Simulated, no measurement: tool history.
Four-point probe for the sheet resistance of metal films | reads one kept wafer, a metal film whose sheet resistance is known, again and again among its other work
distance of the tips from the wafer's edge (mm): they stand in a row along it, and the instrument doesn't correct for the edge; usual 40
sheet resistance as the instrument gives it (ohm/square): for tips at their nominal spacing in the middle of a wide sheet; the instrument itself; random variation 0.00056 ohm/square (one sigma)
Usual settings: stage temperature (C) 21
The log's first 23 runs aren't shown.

run   hour  stage temperature (C)  distance of the tips from the wafer's edge (mm)  touches since the probe head was changed  hours of work since the stage's thermometer was calibrated  sheet resistance as the instrument gives it (ohm/square)
 24    389                     29                                               31                                     18875                                                        1926                                                   2.81525
 25    405                     29                                               31                                     19160                                                        1935                                                  2.815162
 26  428.8                     29                                               50                                     19587                                                        1948                                                  2.813396
 27  450.4                     26                                               10                                     19973                                                        1959                                                  2.839223
 28  463.5                     29                                               10                                     20207                                                        1967                                                  2.836553
 29  478.8                     26                                               24                                     20482                                                        1975                                                  2.819657
 30  495.3                     25                                               38                                     20777                                                        1984                                                  2.818363
 31  515.2                     34                                                4                                     21134                                                        1995                                                  2.951021
 32  535.5                     34                                                4                                     21497                                                        2006                                                  2.950825
 33  555.7                     21                                                4                                     21858                                                        2017                                                  2.965688
 34  566.2                     21                                               29                                     22046                                                        2022                                                  2.824224
 35  581.9                     23                                               22                                     22327                                                        2031                                                  2.825196
 36    605                     26                                                4                                     22741                                                        2044                                                  2.960138
 37  620.4                     26                                                4                                     23017                                                        2052                                                  2.959454
 38  644.3                     26                                               18                                     23445                                                        2065                                                  2.823569
 39  662.9                     23                                               10                                     23777                                                        2075                                                  2.843787
 40  684.8                     26                                               10                                     24169                                                        2087                                                  2.839772
 41  699.5                     26                                               10                                     24432                                                        2095                                                  2.839544
 42  717.5                     25                                                9                                     24754                                                        2105                                                  2.846688
 43  728.9                     22                                               14                                     24960                                                        2111                                                  2.832446

Forecast each of these 5 alternatives for the next run:
  A  741.6                     22                                               15                                     25187                                                        2118                                                         ?
  B  741.6                     23                                               14                                     25187                                                        2118                                                         ?
  C  741.6                     22                                               58                                     25187                                                        2118                                                         ?
  D  741.6                     20                                                4                                     25187                                                        2118                                                         ?
  E  741.6                     31                                               63                                     25187                                                        2118                                                         ?

run  sheet resistance as the instrument gives it (ohm/square)
  A                                                  2.831823
  B                                                  2.831343
  C                                                  2.821321
  D                                                  2.969059
  E                                                  2.810903
Without the tool's hidden state the same runs would have given:
run  sheet resistance as the instrument gives it (ohm/square)
  A                                                   2.83168
  B                                                    2.8312
  C                                                  2.821178
  D                                                  2.968909
  E                                                  2.810762

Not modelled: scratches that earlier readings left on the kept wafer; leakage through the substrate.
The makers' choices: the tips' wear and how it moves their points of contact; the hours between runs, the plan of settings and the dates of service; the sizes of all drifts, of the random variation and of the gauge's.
